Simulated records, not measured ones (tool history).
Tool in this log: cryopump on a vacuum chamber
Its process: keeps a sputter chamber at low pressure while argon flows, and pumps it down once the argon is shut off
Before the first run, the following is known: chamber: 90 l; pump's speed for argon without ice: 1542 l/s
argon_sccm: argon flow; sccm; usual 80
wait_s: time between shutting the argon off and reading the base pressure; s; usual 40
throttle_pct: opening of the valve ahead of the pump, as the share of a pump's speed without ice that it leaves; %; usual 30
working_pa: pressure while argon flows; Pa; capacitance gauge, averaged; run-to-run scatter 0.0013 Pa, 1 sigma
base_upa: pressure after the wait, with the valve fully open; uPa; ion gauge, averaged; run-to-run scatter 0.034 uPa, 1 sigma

run,hour,argon_sccm,wait_s,throttle_pct,working_pa,base_upa
1,0.0,80,40,30,0.2999,2.67
2,78.3,80,40,30,0.3064,2.78
3,127.5,80,40,30,0.3101,2.82
4,222.3,80,40,30,0.3122,2.88
5,315.3,80,40,30,0.3188,2.98
6,386.0,80,40,30,0.3199,3.18
7,443.2,80,40,30,0.3232,3.07
8,503.8,80,40,30,0.3265,3.26
9,603.7,41,40,30,0.1722,3.35
# hour 658.8: pump warmed up, emptied and cooled again
10,671.8,41,40,30,0.1522,2.90
11,721.6,41,40,30,0.1532,2.89
12,789.7,80,40,30,0.2998,3.01
13,832.6,59,40,30,0.2213,3.07
14,912.6,80,40,30,0.3058,3.11
15,973.6,80,40,30,0.3061,3.20
16,1058.3,80,40,30,0.3117,3.26
17,1159.5,89,40,36,0.2959,3.41
18,1254.2,89,40,36,0.3018,3.47
19,1332.4,100,28,34,0.3642,4.29
20,1410.6,100,28,34,0.3642,4.35
21,1494.3,100,28,34,0.3733,4.44
# hour 1535.5: pump warmed up, emptied and cooled again
22,1575.8,100,28,34,0.3307,3.98
23,1636.3,100,28,34,0.3341,3.99
24,1689.0,78,26,24,0.3644,4.19
25,1761.8,78,26,24,0.3705,4.22
26,1830.9,88,45,17,0.5826,3.39
27,1926.6,129,123,21,0.7005,2.47
28,1984.8,129,123,21,0.7067,2.51

Measured less the same run without the tool's hidden state. The same run-to-run variation is in both; the gauge's scatter may not be:
Hidden state present: pump's speed, % of a pump's without ice; cold plate's temperature, K; leak into the chamber, uPa l/s; drift of the gauge itself on working_pa, %; drift of the gauge itself on base_upa, %.
run,working_pa,base_upa
1,+0.0103,+0.89
2,+0.0136,+0.98
3,+0.0162,+1.01
4,+0.0201,+1.07
5,+0.0248,+1.19
6,+0.0281,+1.31
7,+0.0313,+1.31
8,+0.0350,+1.44
9,+0.0214,+1.56
10,+0.0019,+1.07
11,+0.0027,+1.09
12,+0.0075,+1.17
13,+0.0066,+1.23
14,+0.0121,+1.28
15,+0.0144,+1.35
16,+0.0180,+1.43
17,+0.0253,+1.57
18,+0.0304,+1.63
19,+0.0397,+1.78
20,+0.0442,+1.83
21,+0.0512,+1.97
22,+0.0066,+1.44
23,+0.0091,+1.47
24,+0.0087,+1.51
25,+0.0115,+1.57
26,+0.0161,+1.72
27,+0.0297,+1.75
28,+0.0340,+1.82
